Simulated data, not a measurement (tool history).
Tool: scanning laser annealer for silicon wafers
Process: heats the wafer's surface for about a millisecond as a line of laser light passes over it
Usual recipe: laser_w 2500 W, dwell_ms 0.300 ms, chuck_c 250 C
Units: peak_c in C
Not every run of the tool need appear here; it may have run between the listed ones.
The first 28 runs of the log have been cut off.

run,hour,laser_w,dwell_ms,chuck_c,hours of work since the window was cleaned,hours of work since the power meter was calibrated,hours of work since the optics were aligned,peak_c
29,852.4,2676,0.361,234,224,1032,545,1180
30,871.1,2704,0.360,286,238,1045,559,1239
31,892.5,2581,0.259,289,254,1061,574,1037
32,925.8,2581,0.259,289,278,1085,599,1037
33,953.1,2725,0.309,250,298,1105,619,1134
34,987.5,2725,0.309,250,323,1131,644,1130
35,1025.2,2612,0.275,217,351,1158,672,998
36,1043.9,2500,0.256,284,365,1172,685,992
37,1068.7,2500,0.256,284,383,1190,704,992
38,1094.7,2193,0.300,282,402,1209,723,933
39,1134.5,2500,0.291,251,431,1238,752,1007
40,1162.1,2345,0.291,251,451,1259,772,946

Each row is a separate what-if for the run after 40, all from the same tool condition, not one after another. Results?
A,1179.6,2498,0.240,237,464,1271,785,?
B,1179.6,2223,0.259,250,464,1271,785,?
C,1179.6,2601,0.300,235,464,1271,785,?
D,1179.6,2187,0.316,272,464,1271,785,?
E,1179.6,2559,0.271,272,464,1271,785,?

run,peak_c
A,910
B,856
C,1041
D,937
E,1021
Had the tool no hidden state, the same runs would have come out as:
run,peak_c
A,951
B,893
C,1090
D,977
E,1066

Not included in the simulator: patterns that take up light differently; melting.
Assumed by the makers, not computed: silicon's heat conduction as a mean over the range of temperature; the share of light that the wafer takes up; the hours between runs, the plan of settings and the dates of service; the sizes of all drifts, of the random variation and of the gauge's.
